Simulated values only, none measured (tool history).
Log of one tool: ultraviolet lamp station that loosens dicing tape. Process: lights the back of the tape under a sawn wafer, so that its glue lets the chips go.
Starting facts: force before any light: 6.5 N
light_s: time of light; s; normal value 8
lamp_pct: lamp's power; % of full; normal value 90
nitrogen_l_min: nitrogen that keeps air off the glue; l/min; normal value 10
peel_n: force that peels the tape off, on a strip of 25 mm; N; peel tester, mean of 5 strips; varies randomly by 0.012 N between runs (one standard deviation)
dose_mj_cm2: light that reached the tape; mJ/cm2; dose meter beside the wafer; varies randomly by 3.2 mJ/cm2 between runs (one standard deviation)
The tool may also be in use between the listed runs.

run	day	light_s	lamp_pct	nitrogen_l_min	peel_n	dose_mj_cm2
1	0.000	8	90	10	1.108	338
2	1.150	8	90	10	1.125	330
3	2.271	8	90	10	1.145	326
4	3.262	8	90	10	1.181	326
5	4.317	8	90	11	1.144	317
6	5.742	8	90	11	1.155	317
7	7.262	8	90	10	1.468	270
8	8.233	8	90	10	1.565	268
9	9.579	8	90	10	1.562	264
10	10.858	8	90	10	1.626	251
11	12.100	8	90	13	1.413	251
12	13.229	8	90	13	0.817	365
13	14.596	8	90	13	0.850	364
14	16.158	8	90	13	0.881	355
15	17.996	8	90	13	0.899	347
16	19.908	8	90	10	1.066	340
17	20.796	8	90	10	1.067	336
18	21.775	8	90	10	1.118	335
19	23.688	8	90	10	1.141	325
20	25.442	8	90	10	1.172	323
21	26.675	7	90	10	1.448	276
22	27.979	7	90	10	1.499	275
23	29.333	7	90	10	1.471	269
24	31.150	8	80	10	1.484	275
25	32.279	12	75	13	0.802	373
26	33.667	13	80	20	0.526	428
27	34.562	9	80	8	1.466	294
28	36.371	8	67	5	2.583	211
29	37.896	14	87	10	0.622	481
30	39.375	12	85	10	0.786	393
31	41.312	12	85	10	0.903	380
32	42.796	16	88	8	0.310	816
33	44.362	7	76	17	0.958	305
34	45.475	12	90	20	0.315	612
35	47.267	15	69	4	0.757	581
36	48.829	7	79	4	1.947	303
37	50.471	13	80	7	0.396	687
38	51.562	5	80	16	1.277	260
39	52.383	10	100	16	0.319	645
40	54.317	4	84	15	1.715	214
41	56.225	11	90	10	0.395	622
42	58.096	11	90	10	0.394	612

Put back what was entered between runs (4 entries, withheld): which listed runs does each sit between, and how does the hidden state differ from the listed run before to the listed run after?
From run 6 to run 7: window cleaned of glue's vapour (day 5.954)
  lamp's light, % of a new lamp's: 77 -> 76.5; light that the window lets through, % of a clean one's: 82 -> 69.9
  measured less the result without the state, peel_n: +0.617 -> +0.924 N; dose_mj_cm2: -185 -> -232 mJ/cm2
From run 11 to run 12: window cleaned of glue's vapour, once more (day 12.662)
  lamp's light, % of a new lamp's: 74.6 -> 74.2; light that the window lets through, % of a clean one's: 67.7 -> 98.6
  measured less the result without the state, peel_n: +0.938 -> +0.336 N; dose_mj_cm2: -249 -> -134 mJ/cm2
From run 31 to run 32: lamp changed (day 41.571)
  lamp's light, % of a new lamp's: 63.4 -> 99; light that the window lets through, % of a clean one's: 85.3 -> 84.7
  measured less the result without the state, peel_n: +0.558 -> +0.040 N; dose_mj_cm2: -324 -> -157 mJ/cm2
From run 36 to run 37: window cleaned of glue's vapour (day 50.288)
  lamp's light, % of a new lamp's: 96.7 -> 96.1; light that the window lets through, % of a clean one's: 81.8 -> 98.9
  measured less the result without the state, peel_n: +0.496 -> +0.028 N; dose_mj_cm2: -80 -> -37 mJ/cm2

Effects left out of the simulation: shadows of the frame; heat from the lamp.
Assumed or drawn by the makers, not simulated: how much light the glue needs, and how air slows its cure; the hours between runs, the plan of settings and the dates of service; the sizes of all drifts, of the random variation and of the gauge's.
